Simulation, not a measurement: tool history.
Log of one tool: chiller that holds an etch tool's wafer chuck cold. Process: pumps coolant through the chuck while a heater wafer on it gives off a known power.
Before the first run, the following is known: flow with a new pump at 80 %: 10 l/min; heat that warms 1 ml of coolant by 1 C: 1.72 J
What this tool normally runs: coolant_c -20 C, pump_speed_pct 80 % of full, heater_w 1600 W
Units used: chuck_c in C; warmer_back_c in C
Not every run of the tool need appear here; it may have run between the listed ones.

run 1 hour=0 | coolant_c=-20 pump_speed_pct=80 heater_w=1600 | chuck_c=-3 warmer_back_c=5.74
run 2 hour=69.6 | coolant_c=-20 pump_speed_pct=80 heater_w=1600 | chuck_c=-3.1 warmer_back_c=5.78
run 3 hour=124 | coolant_c=-20 pump_speed_pct=80 heater_w=1820 | chuck_c=-0.4 warmer_back_c=6.56
run 4 hour=193.8 | coolant_c=-22 pump_speed_pct=80 heater_w=1600 | chuck_c=-4.9 warmer_back_c=5.74
run 5 hour=247 | coolant_c=-22 pump_speed_pct=80 heater_w=1600 | chuck_c=-4.8 warmer_back_c=5.74
run 6 hour=312.1 | coolant_c=-22 pump_speed_pct=80 heater_w=1600 | chuck_c=-4.7 warmer_back_c=5.78
run 7 hour=383.7 | coolant_c=-22 pump_speed_pct=80 heater_w=1600 | chuck_c=-4.7 warmer_back_c=5.73
run 8 hour=451.6 | coolant_c=-22 pump_speed_pct=80 heater_w=1600 | chuck_c=-4.7 warmer_back_c=5.78
run 9 hour=514.6 | coolant_c=-20 pump_speed_pct=89 heater_w=1600 | chuck_c=-3.5 warmer_back_c=5.17
run 10 hour=566.8 | coolant_c=-20 pump_speed_pct=80 heater_w=1600 | chuck_c=-2.6 warmer_back_c=5.79
run 11 hour=598.6 | coolant_c=-20 pump_speed_pct=80 heater_w=2244 | chuck_c=4.5 warmer_back_c=8.1
run 12 hour=650.1 | coolant_c=-20 pump_speed_pct=80 heater_w=2244 | chuck_c=4.5 warmer_back_c=8.12
run 13 hour=697.5 | coolant_c=-20 pump_speed_pct=80 heater_w=2244 | chuck_c=4.4 warmer_back_c=8.07
run 14 hour=736.1 | coolant_c=-20 pump_speed_pct=80 heater_w=2244 | chuck_c=4.4 warmer_back_c=8.16
run 15 hour=800.9 | coolant_c=-20 pump_speed_pct=69 heater_w=1600 | chuck_c=-0.9 warmer_back_c=6.78
run 16 hour=866.8 | coolant_c=-20 pump_speed_pct=69 heater_w=1600 | chuck_c=-0.7 warmer_back_c=6.78
run 17 hour=913.7 | coolant_c=-20 pump_speed_pct=69 heater_w=1269 | chuck_c=-4.6 warmer_back_c=5.43
run 18 hour=946.9 | coolant_c=-14 pump_speed_pct=95 heater_w=950 | chuck_c=-4.6 warmer_back_c=2.95
run 19 hour=1013.5 | coolant_c=-17 pump_speed_pct=78 heater_w=1600 | chuck_c=1.1 warmer_back_c=6
run 20 hour=1061.8 | coolant_c=-20 pump_speed_pct=91 heater_w=1829 | chuck_c=-1.3 warmer_back_c=5.91
run 21 hour=1106.4 | coolant_c=-20 pump_speed_pct=80 heater_w=1761 | chuck_c=-0.4 warmer_back_c=6.48
run 22 hour=1174.1 | coolant_c=-20 pump_speed_pct=80 heater_w=1761 | chuck_c=-0.4 warmer_back_c=6.45
run 23 hour=1229.3 | coolant_c=-20 pump_speed_pct=66 heater_w=1600 | chuck_c=0 warmer_back_c=7.18
run 24 hour=1264.7 | coolant_c=-20 pump_speed_pct=66 heater_w=1600 | chuck_c=0.2 warmer_back_c=7.18
run 25 hour=1305.7 | coolant_c=-11 pump_speed_pct=87 heater_w=1057 | chuck_c=0.2 warmer_back_c=3.56
run 26 hour=1348.7 | coolant_c=-19 pump_speed_pct=80 heater_w=1729 | chuck_c=0.2 warmer_back_c=6.29
run 27 hour=1404.5 | coolant_c=-19 pump_speed_pct=80 heater_w=1729 | chuck_c=0.5 warmer_back_c=6.41
run 28 hour=1459.3 | coolant_c=-11 pump_speed_pct=71 heater_w=1240 | chuck_c=4 warmer_back_c=5.17
run 29 hour=1499.3 | coolant_c=-11 pump_speed_pct=77 heater_w=2103 | chuck_c=13.3 warmer_back_c=8.07
run 30 hour=1564.3 | coolant_c=-20 pump_speed_pct=95 heater_w=1600 | chuck_c=-3.8 warmer_back_c=4.94
run 31 hour=1622.6 | coolant_c=-27 pump_speed_pct=80 heater_w=1864 | chuck_c=-5.9 warmer_back_c=6.91

Here are 4 independent what-if runs from the current tool condition. What would each one return?
run A hour=1694.5 | coolant_c=-30 pump_speed_pct=80 heater_w=1600 | chuck_c=? warmer_back_c=?
run B hour=1694.5 | coolant_c=-11 pump_speed_pct=62 heater_w=1107 | chuck_c=? warmer_back_c=?
run C hour=1694.5 | coolant_c=-12 pump_speed_pct=78 heater_w=988 | chuck_c=? warmer_back_c=?
run D hour=1694.5 | coolant_c=-11 pump_speed_pct=80 heater_w=1600 | chuck_c=? warmer_back_c=?

run=A chuck_c=-12 warmer_back_c=5.96
run=B chuck_c=3.9 warmer_back_c=5.36
run=C chuck_c=-0.6 warmer_back_c=3.73
run=D chuck_c=7.1 warmer_back_c=5.91
Stripped of hidden state, with their random variation kept, the same runs would have yielded:
run=A chuck_c=-13.9 warmer_back_c=5.64
run=B chuck_c=2.4 warmer_back_c=5.07
run=C chuck_c=-1.8 warmer_back_c=3.53
run=D chuck_c=5.3 warmer_back_c=5.59

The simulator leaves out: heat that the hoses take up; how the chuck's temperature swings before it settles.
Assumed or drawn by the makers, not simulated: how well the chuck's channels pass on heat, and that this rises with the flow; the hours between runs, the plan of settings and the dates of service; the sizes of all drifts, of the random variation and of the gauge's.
